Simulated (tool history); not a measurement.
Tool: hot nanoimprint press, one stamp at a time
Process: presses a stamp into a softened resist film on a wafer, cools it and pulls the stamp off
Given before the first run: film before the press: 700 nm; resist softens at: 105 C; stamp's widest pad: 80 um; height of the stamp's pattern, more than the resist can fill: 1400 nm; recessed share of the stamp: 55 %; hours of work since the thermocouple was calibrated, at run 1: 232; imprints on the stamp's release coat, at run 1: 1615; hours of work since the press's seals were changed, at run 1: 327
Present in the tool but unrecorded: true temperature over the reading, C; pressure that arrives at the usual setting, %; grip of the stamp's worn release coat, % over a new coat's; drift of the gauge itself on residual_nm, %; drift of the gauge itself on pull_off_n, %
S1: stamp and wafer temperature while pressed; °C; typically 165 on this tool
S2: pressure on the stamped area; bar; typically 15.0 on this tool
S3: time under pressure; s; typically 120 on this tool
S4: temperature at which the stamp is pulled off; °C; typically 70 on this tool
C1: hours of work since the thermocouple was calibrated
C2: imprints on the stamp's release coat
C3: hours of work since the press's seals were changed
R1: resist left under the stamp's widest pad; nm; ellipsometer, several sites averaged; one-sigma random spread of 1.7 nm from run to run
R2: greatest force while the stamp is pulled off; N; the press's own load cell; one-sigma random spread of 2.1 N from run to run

| run | hour | S1 | S2 | S3 | S4 | C1 | C2 | C3 | R1 | R2 |
|---|---|---|---|---|---|---|---|---|---|---|
| 1 | 0.0 | 165 | 15.0 | 120 | 70 | 232 | 1615 | 327 | 278.5 | 164 |
| 2 | 66.4 | 165 | 14.2 | 120 | 70 | 261 | 1756 | 356 | 285.4 | 163 |
|  | 121.7 | stamp cleaned and given a new release coat |
| 3 | 123.8 | 165 | 15.0 | 83 | 70 | 283 | 4 | 378 | 317.5 | 161 |
|  | 162.0 | plate thermocouple calibrated |
| 4 | 210.4 | 165 | 15.0 | 83 | 70 | 21 | 181 | 414 | 319.0 | 164 |
| 5 | 274.6 | 172 | 15.0 | 120 | 70 | 48 | 317 | 441 | 190.8 | 161 |
| 6 | 334.7 | 175 | 15.0 | 120 | 70 | 74 | 445 | 467 | 166.6 | 162 |
| 7 | 398.1 | 175 | 15.6 | 120 | 70 | 101 | 579 | 494 | 161.0 | 166 |
| 8 | 482.9 | 165 | 15.0 | 120 | 70 | 138 | 759 | 531 | 278.0 | 163 |
| 9 | 522.1 | 165 | 15.0 | 120 | 57 | 155 | 842 | 547 | 276.8 | 201 |
| 10 | 565.6 | 165 | 15.0 | 146 | 70 | 173 | 934 | 566 | 253.7 | 160 |
| 11 | 641.4 | 165 | 15.0 | 146 | 70 | 206 | 1094 | 599 | 254.7 | 161 |
| 12 | 676.0 | 165 | 15.0 | 146 | 70 | 221 | 1168 | 613 | 256.4 | 164 |
| 13 | 715.3 | 165 | 15.0 | 146 | 70 | 237 | 1251 | 630 | 255.0 | 167 |
| 14 | 784.1 | 172 | 15.0 | 120 | 76 | 267 | 1397 | 660 | 194.2 | 143 |
| 15 | 829.4 | 154 | 9.8 | 164 | 68 | 286 | 1493 | 679 | 494.0 | 169 |
|  | 855.3 | plate thermocouple calibrated |
| 16 | 898.9 | 154 | 24.0 | 149 | 68 | 19 | 1634 | 708 | 362.7 | 173 |
| 17 | 951.5 | 154 | 24.0 | 149 | 68 | 41 | 1745 | 730 | 362.4 | 172 |
| 18 | 996.3 | 167 | 15.0 | 110 | 57 | 61 | 1840 | 750 | 255.7 | 200 |
|  | 1013.3 | stamp cleaned and given a new release coat |
|  | 1045.2 | press's hydraulic seals changed and the load cell set to zero |
| 19 | 1067.3 | 167 | 15.0 | 110 | 57 | 85 | 98 | 9 | 252.4 | 197 |
| 20 | 1127.9 | 167 | 15.0 | 110 | 57 | 111 | 226 | 36 | 259.1 | 204 |
| 21 | 1184.4 | 167 | 15.0 | 110 | 57 | 135 | 346 | 60 | 253.6 | 204 |
| 22 | 1235.8 | 169 | 12.2 | 120 | 72 | 157 | 455 | 82 | 251.0 | 157 |
| 23 | 1310.2 | 173 | 15.0 | 120 | 61 | 189 | 613 | 114 | 182.8 | 191 |

Branching from run 23: 4 alternative next runs. What would each branch give?
| A | 1353.3 | 176 | 21.2 | 153 | 61 | 208 | 704 | 132 | ? | ? |
| B | 1353.3 | 157 | 14.9 | 75 | 61 | 208 | 704 | 132 | ? | ? |
| C | 1353.3 | 165 | 15.0 | 93 | 70 | 208 | 704 | 132 | ? | ? |
| D | 1353.3 | 173 | 12.9 | 215 | 61 | 208 | 704 | 132 | ? | ? |

| run | R1 | R2 |
|---|---|---|
| A | 118.0 | 184 |
| B | 467.6 | 191 |
| C | 302.4 | 164 |
| D | 157.6 | 186 |
Stripped of hidden state, with their random variation kept, the same runs would have yielded:
| run | R1 | R2 |
|---|---|---|
| A | 117.7 | 183 |
| B | 466.9 | 190 |
| C | 301.8 | 163 |
| D | 157.3 | 185 |
